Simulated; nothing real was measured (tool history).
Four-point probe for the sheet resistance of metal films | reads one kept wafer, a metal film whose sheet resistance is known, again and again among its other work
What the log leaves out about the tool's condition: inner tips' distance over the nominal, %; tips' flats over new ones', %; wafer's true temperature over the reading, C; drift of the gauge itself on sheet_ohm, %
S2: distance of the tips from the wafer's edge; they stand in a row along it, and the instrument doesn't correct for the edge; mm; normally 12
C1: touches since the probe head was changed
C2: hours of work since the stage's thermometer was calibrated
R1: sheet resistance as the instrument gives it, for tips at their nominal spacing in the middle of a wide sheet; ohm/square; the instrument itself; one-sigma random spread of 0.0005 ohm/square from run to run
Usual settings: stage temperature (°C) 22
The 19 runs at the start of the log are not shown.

Run 20, day 60.296: usual settings but stage temperature (°C) 26, S2 8 mm; C1 41308; C2 1700. Result: R1 2.509722 ohm/square.
Run 21, day 63.912: usual settings but S2 7 mm; C1 45546; C2 1751. Result: R1 2.513787 ohm/square.
Run 22, day 68.525: usual settings but S2 7 mm; C1 50948; C2 1817. Result: R1 2.512198 ohm/square.
Run 23, day 72.717: usual settings but stage temperature (°C) 31, S2 60 mm; C1 55861; C2 1876. Result: R1 2.49993 ohm/square.
Run 24, day 75.088: usual settings but stage temperature (°C) 21; C1 58635; C2 1910. Result: R1 2.506406 ohm/square.
Run 25, day 77.7: usual settings but stage temperature (°C) 30, S2 49 mm; C1 61700; C2 1947. Result: R1 2.500877 ohm/square.
Run 26, day 82.012: usual settings but stage temperature (°C) 30, S2 49 mm; C1 66749; C2 2008. Result: R1 2.499157 ohm/square.
Run 27, day 85.588: usual settings but stage temperature (°C) 27, S2 49 mm; C1 70937; C2 2059. Result: R1 2.501631 ohm/square.
Run 28, day 88.446: usual settings but stage temperature (°C) 27, S2 49 mm; C1 74288; C2 2099. Result: R1 2.500315 ohm/square.
Run 29, day 91.671: usual settings but stage temperature (°C) 27, S2 49 mm; C1 78068; C2 2145. Result: R1 2.501234 ohm/square.
Run 30, day 93.633: usual settings but stage temperature (°C) 27, S2 49 mm; C1 80365; C2 2173. Result: R1 2.500635 ohm/square.
Run 31, day 96.604: usual settings but stage temperature (°C) 27, S2 49 mm; C1 83848; C2 2215. Result: R1 2.501029 ohm/square.
Run 32, day 99.4: usual settings but S2 45 mm; C1 87123; C2 2255. Result: R1 2.501472 ohm/square.
Run 33, day 103.496: usual settings but stage temperature (°C) 20, S2 21 mm; C1 91921; C2 2313. Result: R1 2.504178 ohm/square.
Run 34, day 106.154: usual settings but S2 25 mm; C1 95039; C2 2351. Result: R1 2.502574 ohm/square.
Run 35, day 108.325: usual settings but stage temperature (°C) 33; C1 97580; C2 2381. Result: R1 2.502956 ohm/square.
Run 36, day 112.867: usual settings but stage temperature (°C) 33; C1 102902; C2 2446. Result: R1 2.503768 ohm/square.
Run 37, day 114.729: usual settings but stage temperature (°C) 20, S2 3 mm; C1 105082; C2 2472. Result: R1 2.561115 ohm/square.
Run 38, day 117.925: usual settings but stage temperature (°C) 20, S2 3 mm; C1 108826; C2 2518. Result: R1 2.561524 ohm/square.
Run 39, day 121.846: usual settings but stage temperature (°C) 20, S2 3 mm; C1 113420; C2 2573. Result: R1 2.5619 ohm/square.
Run 40, day 126.092: usual settings but stage temperature (°C) 20, S2 3 mm; C1 118398; C2 2634. Result: R1 2.56149 ohm/square.
Run 41, day 129.083: usual settings but stage temperature (°C) 23, S2 4 mm; C1 121904; C2 2676. Result: R1 2.535991 ohm/square.
Run 42, day 132.642: usual settings but stage temperature (°C) 23, S2 4 mm; C1 126069; C2 2726. Result: R1 2.534938 ohm/square.
Run 43, day 134.833: usual settings but stage temperature (°C) 24, S2 11 mm; C1 128637; C2 2757. Result: R1 2.506612 ohm/square.
At day 137.279: stage's thermometer calibrated.
Run 44, day 137.35: usual settings but stage temperature (°C) 25, S2 9 mm; C1 131564; C2 1. Result: R1 2.506311 ohm/square.

Predict each of these 3 candidate next runs independently; none follows another, all start after run 44:
Run A, day 141.017: usual settings but stage temperature (°C) 26, S2 13 mm; C1 135861; C2 53. Result: R1 ?.
Run B, day 141.017: usual settings but stage temperature (°C) 19, S2 9 mm; C1 135861; C2 53. Result: R1 ?.
Run C, day 141.017: usual settings but stage temperature (°C) 24, S2 3 mm; C1 135861; C2 53. Result: R1 ?.

run        R1
  A   2.50397
  B  2.508959
  C  2.560255
With the hidden condition removed and each run's random variation left untouched, the same runs would have given:
run        R1
  A  2.504718
  B  2.509709
  C  2.561019
